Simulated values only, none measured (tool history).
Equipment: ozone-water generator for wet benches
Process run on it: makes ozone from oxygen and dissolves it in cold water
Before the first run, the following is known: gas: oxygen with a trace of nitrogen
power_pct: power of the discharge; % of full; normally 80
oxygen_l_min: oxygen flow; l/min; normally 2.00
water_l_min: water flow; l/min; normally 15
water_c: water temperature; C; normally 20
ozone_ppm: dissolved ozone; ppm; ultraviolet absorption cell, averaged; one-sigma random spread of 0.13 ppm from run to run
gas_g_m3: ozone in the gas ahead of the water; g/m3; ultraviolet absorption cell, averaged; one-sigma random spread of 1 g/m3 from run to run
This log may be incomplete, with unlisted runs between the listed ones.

run    hour  power_pct  oxygen_l_min  water_l_min  water_c  ozone_ppm  gas_g_m3
  1     0.0         80          2.00           15       20       14.0     179.2
  2    33.5         80          2.00           15       20       14.0     179.5
  3    73.6         80          2.00           12       20       16.5     176.7
  4   127.3         80          2.00           12       20       16.2     179.8
  5   153.8         80          2.00           12       20       16.1     178.1
  6   198.7         80          2.00           12       20       16.6     179.7
  7   253.0         80          2.00           15       15       14.5     179.4
  8   287.8         80          2.00           15       20       13.5     178.4
  9   337.2         80          2.00           15       20       13.6     179.3
 10   384.7         80          2.00           15       20       13.8     177.5
 11   408.9         80          2.00           15       20       13.6     178.4
 12   458.7         80          2.00           15       20       13.6     176.3
 13   513.7         80          2.00           15       20       13.6     177.0
 14   560.1         80          2.00           15       24       13.3     177.7
 15   589.9         80          2.65           15       19       14.2     148.1
 16   629.3         72          2.00           15       26       11.6     159.8
 17   683.3         72          2.00           13       26       13.0     162.6
 18   713.4         80          2.62            9       20       20.0     148.9
 19   747.9         80          2.62            9       20       19.4     149.5
 20   800.8         56          2.62            9       25       13.4     109.2
 21   857.8         57          2.00           19       13        8.8     130.9
 22   888.2         80          2.00           15       27       12.8     179.8
 23   941.5         80          2.00           15       27       12.9     176.2
 24   980.3         80          1.85           15       18       13.8     187.3
 25  1018.3         80          1.85           15       18       13.9     186.0
 26  1047.0         80          1.85           15       18       14.1     184.9

Not shown: 2 entries that the log had between the listed runs. Between which runs, and how does the tool's hidden state differ before and after?
Logged between run 12 and run 13: contactor cleaned (hour 465.2)
  yield of the discharge, % of new electrodes': 98 -> 97.9; contactor's efficiency, % of a clean one's: 96.9 -> 96.2
  measured value less the no-hidden-state value, ozone_ppm: -0.5 -> -0.6 ppm; gas_g_m3: -4.1 -> -4.2 g/m3
Logged between run 17 and run 18: contactor cleaned, once more (hour 702.4)
  contactor's efficiency, % of a clean one's: 96 -> 99
  measured value less the no-hidden-state value, ozone_ppm: -0.5 -> -0.6 ppm; gas_g_m3: -3.8 -> -3.9 g/m3
